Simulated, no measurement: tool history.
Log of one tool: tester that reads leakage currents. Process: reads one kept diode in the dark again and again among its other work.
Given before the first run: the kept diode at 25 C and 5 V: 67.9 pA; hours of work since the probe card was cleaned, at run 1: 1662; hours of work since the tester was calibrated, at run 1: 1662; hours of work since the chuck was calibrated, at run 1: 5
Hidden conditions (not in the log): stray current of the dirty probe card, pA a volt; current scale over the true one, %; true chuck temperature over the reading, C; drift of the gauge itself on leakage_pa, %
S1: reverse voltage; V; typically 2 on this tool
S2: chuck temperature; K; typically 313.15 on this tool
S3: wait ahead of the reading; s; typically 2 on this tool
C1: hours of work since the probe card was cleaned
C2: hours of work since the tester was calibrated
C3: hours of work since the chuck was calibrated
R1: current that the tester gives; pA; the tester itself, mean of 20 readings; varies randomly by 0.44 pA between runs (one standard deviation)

Run 1, day 0: usual settings; C1 1662; C2 1662; C3 5. Result: R1 146.86 pA.
Run 2, day 3.512: usual settings; C1 1707; C2 1707; C3 49. Result: R1 145.86 pA.
Run 3, day 7.058: usual settings; C1 1751; C2 1751; C3 93. Result: R1 145.15 pA.
Run 4, day 9.033: usual settings; C1 1776; C2 1776; C3 118. Result: R1 144.58 pA.
Run 5, day 13.258: usual settings but S3 1.45 s; C1 1829; C2 1829; C3 171. Result: R1 142.61 pA.
Run 6, day 17.179: usual settings but S3 1.45 s; C1 1879; C2 1879; C3 221. Result: R1 141.75 pA.
Run 7, day 21.079: usual settings but S3 1.45 s; C1 1928; C2 1928; C3 270. Result: R1 140.05 pA.
Run 8, day 24.321: usual settings but S3 1.45 s; C1 1968; C2 1968; C3 311. Result: R1 139.14 pA.
Run 9, day 26.292: usual settings but S1 3.41 V; C1 1993; C2 1993; C3 335. Result: R1 180.69 pA.
Run 10, day 29.346: usual settings but S1 3.41 V, S2 333.15 K; C1 2032; C2 2032; C3 374. Result: R1 751.93 pA.
Run 11, day 32.525: usual settings but S1 3.41 V, S2 333.15 K; C1 2072; C2 2072; C3 414. Result: R1 741.01 pA.
Run 12, day 35.558: usual settings but S1 3.41 V, S2 333.15 K; C1 2110; C2 2110; C3 452. Result: R1 734.89 pA.
Run 13, day 39.721: usual settings but S1 3.41 V, S2 333.15 K; C1 2162; C2 2162; C3 504. Result: R1 732.34 pA.
Run 14, day 42.4: usual settings but S1 13.27 V, S2 302.15 K, S3 0.44 s; C1 2196; C2 2196; C3 538. Result: R1 167.65 pA.
Run 15, day 46.438: usual settings but S1 18.65 V, S2 299.15 K, S3 0.57 s; C1 2247; C2 2247; C3 589. Result: R1 169.45 pA.
At day 49.45: chuck's temperature calibrated.
Run 16, day 50.304: usual settings but S1 18.65 V, S2 299.15 K, S3 0.42 s; C1 2294; C2 2294; C3 11. Result: R1 186.51 pA.
Run 17, day 52.867: usual settings but S1 18.65 V, S2 299.15 K, S3 0.42 s; C1 2326; C2 2326; C3 43. Result: R1 185.61 pA.
At day 54.621: tester calibrated.
Run 18, day 54.908: usual settings but S1 3.73 V, S3 1.23 s; C1 2351; C2 4; C3 68. Result: R1 204.98 pA.
Run 19, day 57.771: usual settings but S1 3.73 V, S3 1.23 s; C1 2387; C2 40; C3 104. Result: R1 203.15 pA.
At day 59.908: probe card cleaned and baked.
Run 20, day 59.942: usual settings but S1 3.73 V, S3 1.23 s; C1 0; C2 65; C3 129. Result: R1 194.33 pA.
Run 21, day 64.417: usual settings but S1 1.46 V, S2 300.15 K, S3 1.23 s; C1 57; C2 122; C3 186. Result: R1 42.22 pA.
Run 22, day 67.125: usual settings but S1 1.46 V, S2 300.15 K, S3 1.23 s; C1 91; C2 156; C3 220. Result: R1 41.85 pA.
Run 23, day 69.446: usual settings but S1 1.61 V, S2 301.15 K, S3 1.49 s; C1 120; C2 185; C3 249. Result: R1 47.66 pA.
Run 24, day 73.783: usual settings but S1 10.78 V, S2 328.15 K, S3 7.26 s; C1 175; C2 239; C3 303. Result: R1 948.28 pA.
Run 25, day 76.867: usual settings but S1 10.78 V, S2 328.15 K, S3 1.31 s; C1 213; C2 278; C3 342. Result: R1 942.02 pA.

Consider 3 possible next runs. They are alternatives, not a sequence: every one starts from the tool as it was left by run 25. What does each give?
Run A, day 80.621: usual settings but S1 5.69 V, S2 331.15 K, S3 1.68 s; C1 261; C2 325; C3 389. Result: R1 ?.
Run B, day 80.621: usual settings but S1 8.99 V, S3 0.32 s; C1 261; C2 325; C3 389. Result: R1 ?.
Run C, day 80.621: usual settings but S3 1.67 s; C1 261; C2 325; C3 389. Result: R1 ?.

run      R1
  A  835.66
  B  285.38
  C  134.21
Without the tool's hidden state the same runs would have given:
run      R1
  A  899.93
  B  307.55
  C  145.45

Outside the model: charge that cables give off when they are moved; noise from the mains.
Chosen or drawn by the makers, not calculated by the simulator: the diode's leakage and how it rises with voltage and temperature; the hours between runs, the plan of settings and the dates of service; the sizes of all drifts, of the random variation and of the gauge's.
